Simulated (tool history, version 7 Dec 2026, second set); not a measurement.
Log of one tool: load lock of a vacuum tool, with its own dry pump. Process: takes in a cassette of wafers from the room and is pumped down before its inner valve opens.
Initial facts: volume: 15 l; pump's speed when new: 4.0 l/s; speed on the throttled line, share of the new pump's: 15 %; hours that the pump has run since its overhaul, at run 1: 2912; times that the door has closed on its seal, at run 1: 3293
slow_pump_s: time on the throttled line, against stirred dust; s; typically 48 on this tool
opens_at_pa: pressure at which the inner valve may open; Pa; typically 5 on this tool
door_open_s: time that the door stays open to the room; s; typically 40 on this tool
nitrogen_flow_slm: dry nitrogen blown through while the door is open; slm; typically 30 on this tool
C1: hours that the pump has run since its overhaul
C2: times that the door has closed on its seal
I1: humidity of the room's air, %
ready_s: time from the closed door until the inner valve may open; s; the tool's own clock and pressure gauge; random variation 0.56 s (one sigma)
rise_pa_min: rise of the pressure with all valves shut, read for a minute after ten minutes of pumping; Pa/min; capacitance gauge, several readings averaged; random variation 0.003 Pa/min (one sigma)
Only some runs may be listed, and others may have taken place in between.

Run 1, hour 0: usual settings; C1 2912; C2 3293; I1 43.5. Result: ready_s 80.1 s, rise_pa_min 0.062 Pa/min.
Run 2, hour 70.5: usual settings but slow_pump_s 34 s; C1 2982; C2 3395; I1 47.8. Result: ready_s 69 s, rise_pa_min 0.062 Pa/min.
Run 3, hour 154.4: usual settings but door_open_s 72 s; C1 3066; C2 3516; I1 44.7. Result: ready_s 79 s, rise_pa_min 0.071 Pa/min.
Run 4, hour 217.1: usual settings; C1 3129; C2 3606; I1 47.2. Result: ready_s 80.7 s, rise_pa_min 0.067 Pa/min.
Run 5, hour 261: usual settings; C1 3173; C2 3669; I1 44.9. Result: ready_s 79.7 s, rise_pa_min 0.062 Pa/min.
Run 6, hour 361.1: usual settings; C1 3273; C2 3814; I1 49.1. Result: ready_s 78.9 s, rise_pa_min 0.072 Pa/min.
Run 7, hour 444.5: usual settings; C1 3356; C2 3934; I1 46.2. Result: ready_s 81.1 s, rise_pa_min 0.068 Pa/min.
Run 8, hour 496.9: usual settings; C1 3408; C2 4009; I1 45.9. Result: ready_s 79.9 s, rise_pa_min 0.066 Pa/min.
Run 9, hour 543.8: usual settings; C1 3455; C2 4077; I1 42.8. Result: ready_s 80.7 s, rise_pa_min 0.069 Pa/min.
Run 10, hour 606.6: usual settings; C1 3518; C2 4167; I1 43.5. Result: ready_s 81 s, rise_pa_min 0.072 Pa/min.
Run 11, hour 664.2: usual settings; C1 3576; C2 4251; I1 40.8. Result: ready_s 79.5 s, rise_pa_min 0.069 Pa/min.
Run 12, hour 759.6: usual settings but slow_pump_s 74 s, opens_at_pa 6 Pa, door_open_s 31 s, nitrogen_flow_slm 9 slm; C1 3671; C2 4388; I1 46. Result: ready_s 101.3 s, rise_pa_min 0.081 Pa/min.
Run 13, hour 835.3: usual settings but slow_pump_s 41 s, opens_at_pa 9 Pa, door_open_s 69 s, nitrogen_flow_slm 12 slm; C1 3747; C2 4497; I1 44.2. Result: ready_s 71.7 s, rise_pa_min 0.089 Pa/min.
Run 14, hour 892.4: usual settings but slow_pump_s 61 s, opens_at_pa 4 Pa, door_open_s 213 s, nitrogen_flow_slm 25 slm; C1 3804; C2 4580; I1 46. Result: ready_s 92.7 s, rise_pa_min 0.097 Pa/min.
Run 15, hour 941.7: usual settings but slow_pump_s 25 s; C1 3853; C2 4651; I1 47.6. Result: ready_s 61.5 s, rise_pa_min 0.08 Pa/min.

Run 16 comes next. What will it give?
Run 16, hour 1001: usual settings but door_open_s 146 s, nitrogen_flow_slm 7 slm; C1 3913; C2 4736; I1 45.5. Result: ready_s ?, rise_pa_min ?.

Run 16 came out at ready_s 80.7 s, rise_pa_min 0.113 Pa/min.
Without the tool's hidden state the same run would have given ready_s 79 s, rise_pa_min 0.058 Pa/min.
